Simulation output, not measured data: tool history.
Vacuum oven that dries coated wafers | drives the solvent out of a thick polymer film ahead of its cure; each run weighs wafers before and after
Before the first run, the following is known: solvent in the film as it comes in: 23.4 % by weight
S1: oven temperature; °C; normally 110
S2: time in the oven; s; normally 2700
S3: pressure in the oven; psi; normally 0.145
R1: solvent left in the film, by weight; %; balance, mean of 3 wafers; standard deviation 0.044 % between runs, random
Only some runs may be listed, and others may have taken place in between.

{"run": 1, "hour": 0.0, "S1": 110, "S2": 2700, "S3": 0.145, "R1": 3.67}
{"run": 2, "hour": 37.3, "S1": 110, "S2": 2700, "S3": 0.145, "R1": 3.59}
{"run": 3, "hour": 76.0, "S1": 110, "S2": 2700, "S3": 0.145, "R1": 3.65}
{"run": 4, "hour": 94.8, "S1": 110, "S2": 2700, "S3": 0.145, "R1": 3.66}
{"run": 5, "hour": 114.0, "S1": 110, "S2": 2700, "S3": 0.145, "R1": 3.61}
{"run": 6, "hour": 134.3, "S1": 110, "S2": 2700, "S3": 0.145, "R1": 3.58}
{"run": 7, "hour": 156.0, "S1": 110, "S2": 2700, "S3": 0.145, "R1": 3.69}
{"run": 8, "hour": 180.0, "S1": 110, "S2": 2700, "S3": 0.145, "R1": 3.62}
{"run": 9, "hour": 210.7, "S1": 110, "S2": 2640, "S3": 0.145, "R1": 3.8}
{"run": 10, "hour": 246.9, "S1": 110, "S2": 2700, "S3": 0.145, "R1": 3.64}
{"run": 11, "hour": 276.8, "S1": 110, "S2": 2700, "S3": 0.145, "R1": 3.69}
{"run": 12, "hour": 295.5, "S1": 110, "S2": 2700, "S3": 0.145, "R1": 3.75}
{"run": 13, "hour": 329.3, "S1": 110, "S2": 2700, "S3": 0.145, "R1": 3.7}
{"run": 14, "hour": 346.8, "S1": 110, "S2": 2700, "S3": 0.335, "R1": 4.01}
{"run": 15, "hour": 382.5, "S1": 110, "S2": 2700, "S3": 0.283, "R1": 3.97}
{"run": 16, "hour": 401.3, "S1": 110, "S2": 2700, "S3": 0.283, "R1": 3.98}
{"run": 17, "hour": 425.3, "S1": 106, "S2": 2700, "S3": 0.283, "R1": 5.72}
{"run": 18, "hour": 451.1, "S1": 106, "S2": 2700, "S3": 0.283, "R1": 5.69}
{"run": 19, "hour": 469.7, "S1": 106, "S2": 2700, "S3": 0.283, "R1": 5.61}
{"run": 20, "hour": 505.5, "S1": 97, "S2": 2700, "S3": 0.145, "R1": 9.84}
{"run": 21, "hour": 522.3, "S1": 97, "S2": 2700, "S3": 0.145, "R1": 9.79}
{"hour": 536.9, "done": "oven's thermocouples calibrated"}
{"run": 22, "hour": 561.2, "S1": 97, "S2": 2700, "S3": 0.145, "R1": 9.75}
{"run": 23, "hour": 585.9, "S1": 97, "S2": 2700, "S3": 0.145, "R1": 9.65}
{"run": 24, "hour": 607.2, "S1": 99, "S2": 2760, "S3": 0.323, "R1": 8.85}
{"run": 25, "hour": 632.8, "S1": 104, "S2": 2700, "S3": 0.145, "R1": 6.43}
{"run": 26, "hour": 655.3, "S1": 118, "S2": 4380, "S3": 0.132, "R1": 0.45}
{"run": 27, "hour": 690.9, "S1": 118, "S2": 4380, "S3": 0.132, "R1": 0.42}
{"run": 28, "hour": 717.1, "S1": 118, "S2": 4380, "S3": 0.132, "R1": 0.42}
{"run": 29, "hour": 749.5, "S1": 118, "S2": 3180, "S3": 0.276, "R1": 1.1}
{"run": 30, "hour": 782.0, "S1": 110, "S2": 3480, "S3": 0.145, "R1": 2.37}
{"run": 31, "hour": 809.0, "S1": 124, "S2": 3300, "S3": 0.364, "R1": 0.62}
{"run": 32, "hour": 841.2, "S1": 96, "S2": 3840, "S3": 0.255, "R1": 8.17}
{"run": 33, "hour": 875.4, "S1": 110, "S2": 2700, "S3": 0.409, "R1": 4.23}

Estimate the outcome of run 34 from the log above:
{"run": 34, "hour": 907.8, "S1": 107, "S2": 1440, "S3": 0.409, "R1": "?"}

Run 34 measured R1 9.59 %.
With no hidden state in the tool, this same run would have given R1 9.58 %.
